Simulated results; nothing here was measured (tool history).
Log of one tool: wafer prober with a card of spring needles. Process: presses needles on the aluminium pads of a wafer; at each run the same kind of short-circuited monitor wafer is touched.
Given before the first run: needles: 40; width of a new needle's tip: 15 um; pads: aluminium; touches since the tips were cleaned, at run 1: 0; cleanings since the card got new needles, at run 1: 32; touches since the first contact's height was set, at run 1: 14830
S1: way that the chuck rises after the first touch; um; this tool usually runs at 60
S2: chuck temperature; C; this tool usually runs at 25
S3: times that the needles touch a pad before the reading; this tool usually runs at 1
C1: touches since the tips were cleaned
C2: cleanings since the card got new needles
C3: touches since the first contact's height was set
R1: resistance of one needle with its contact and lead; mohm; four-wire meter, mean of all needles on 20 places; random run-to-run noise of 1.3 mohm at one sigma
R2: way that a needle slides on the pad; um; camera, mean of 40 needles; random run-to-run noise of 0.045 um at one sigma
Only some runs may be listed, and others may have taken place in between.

run	hour	S1	S2	S3	C1	C2	C3	R1	R2
1	0	60	25	1	0	32	14830	110	14.92
2	4.4	60	25	1	2059	32	16889	139	14.85
# hour 10.2: tips cleaned on abrasive film
3	12.9	60	25	1	1247	33	20743	128	14.8
4	19.6	60	25	1	4361	33	23857	153	14.88
# hour 20.5: tips cleaned on abrasive film
5	24.4	60	25	1	1798	34	26037	135	14.82
# hour 31.2: tips cleaned on abrasive film
6	34.1	60	25	1	1325	35	30494	123	14.8
7	40	60	25	1	4046	35	33215	150	14.74
# hour 41.7: tips cleaned on abrasive film
8	49.9	60	25	1	3784	36	37746	152	14.73
# hour 52.5: tips cleaned on abrasive film
9	57.3	60	25	1	2225	37	41135	138	14.74
# hour 62.8: tips cleaned on abrasive film
10	64.1	60	25	1	599	38	44259	118	14.68
11	70.9	60	25	1	3738	38	47398	153	14.69
# hour 73.7: tips cleaned on abrasive film
12	76.8	47	47	2	1455	39	50091	134	11.49
# hour 84: tips cleaned on abrasive film
13	85.1	58	79	1	484	40	53881	128	14.15
14	90.5	58	79	1	3017	40	56414	151	14.17
# hour 94.6: tips cleaned on abrasive film
15	94.6	58	79	1	0	41	58265	117	14.16
16	103.2	60	47	1	3950	41	62215	154	14.61
# hour 105.2: tips cleaned on abrasive film
17	113.2	43	25	1	3667	42	66805	194	10.34
# hour 115.8: tips cleaned on abrasive film
18	120.2	69	25	2	2030	43	70011	120	16.87

What differs in the tool's unlogged condition from the final listed run ahead of each entry between runs to the first listed run following it?
In the gap between runs 2 and 3: tips cleaned on abrasive film (hour 10.2)
  debris on the tips, nm: 49.8 -> 34.7; way that the needles fall short of the set height, um: 0.3 -> 0.42; tips' diameter, um: 16.15 -> 16.2
  measured less the result without the state, R1: +30 -> +22 mohm; R2: -0.07 -> -0.1 um
In the gap between runs 4 and 5: tips cleaned on abrasive film (hour 20.5)
  debris on the tips, nm: 76.1 -> 44.5; way that the needles fall short of the set height, um: 0.42 -> 0.55; tips' diameter, um: 16.2 -> 16.24
  measured less the result without the state, R1: +46 -> +28 mohm; R2: -0.11 -> -0.14 um
In the gap between runs 5 and 6: tips cleaned on abrasive film (hour 31.2)
  debris on the tips, nm: 44.5 -> 31.9; way that the needles fall short of the set height, um: 0.55 -> 0.64; tips' diameter, um: 16.24 -> 16.28
  measured less the result without the state, R1: +28 -> +20 mohm; R2: -0.14 -> -0.16 um
In the gap between runs 7 and 8: tips cleaned on abrasive film (hour 41.7)
  debris on the tips, nm: 72.3 -> 70.6; way that the needles fall short of the set height, um: 0.64 -> 0.74; tips' diameter, um: 16.28 -> 16.31
  measured less the result without the state, R1: +45 -> +44 mohm; R2: -0.16 -> -0.18 um
In the gap between runs 8 and 9: tips cleaned on abrasive film (hour 52.5)
  debris on the tips, nm: 70.6 -> 50; way that the needles fall short of the set height, um: 0.74 -> 0.86; tips' diameter, um: 16.31 -> 16.35
  measured less the result without the state, R1: +44 -> +31 mohm; R2: -0.18 -> -0.21 um
In the gap between runs 9 and 10: tips cleaned on abrasive film (hour 62.8)
  debris on the tips, nm: 50 -> 20.7; way that the needles fall short of the set height, um: 0.86 -> 0.98; tips' diameter, um: 16.35 -> 16.39
  measured less the result without the state, R1: +31 -> +13 mohm; R2: -0.21 -> -0.25 um
In the gap between runs 11 and 12: tips cleaned on abrasive film (hour 73.7)
  debris on the tips, nm: 69.7 -> 36; way that the needles fall short of the set height, um: 0.98 -> 1.11; tips' diameter, um: 16.39 -> 16.44
  measured less the result without the state, R1: +44 -> +22 mohm; R2: -0.25 -> -0.27 um
In the gap between runs 12 and 13: tips cleaned on abrasive film (hour 84)
  debris on the tips, nm: 36 -> 18; way that the needles fall short of the set height, um: 1.11 -> 1.18; tips' diameter, um: 16.44 -> 16.47
  measured less the result without the state, R1: +22 -> +12 mohm; R2: -0.27 -> -0.3 um
In the gap between runs 14 and 15: tips cleaned on abrasive film (hour 94.6)
  debris on the tips, nm: 60.3 -> 3.8; way that the needles fall short of the set height, um: 1.18 -> 1.29; tips' diameter, um: 16.47 -> 16.5
  measured less the result without the state, R1: +38 -> +4 mohm; R2: -0.29 -> -0.32 um
In the gap between runs 16 and 17: tips cleaned on abrasive film (hour 105.2)
  debris on the tips, nm: 69.6 -> 68.8; way that the needles fall short of the set height, um: 1.29 -> 1.39; tips' diameter, um: 16.5 -> 16.54
  measured less the result without the state, R1: +44 -> +82 mohm; R2: -0.32 -> -0.35 um
In the gap between runs 17 and 18: tips cleaned on abrasive film (hour 115.8)
  debris on the tips, nm: 68.8 -> 47.2; way that the needles fall short of the set height, um: 1.39 -> 1.51; tips' diameter, um: 16.54 -> 16.58
  measured less the result without the state, R1: +82 -> +15 mohm; R2: -0.35 -> -0.37 um
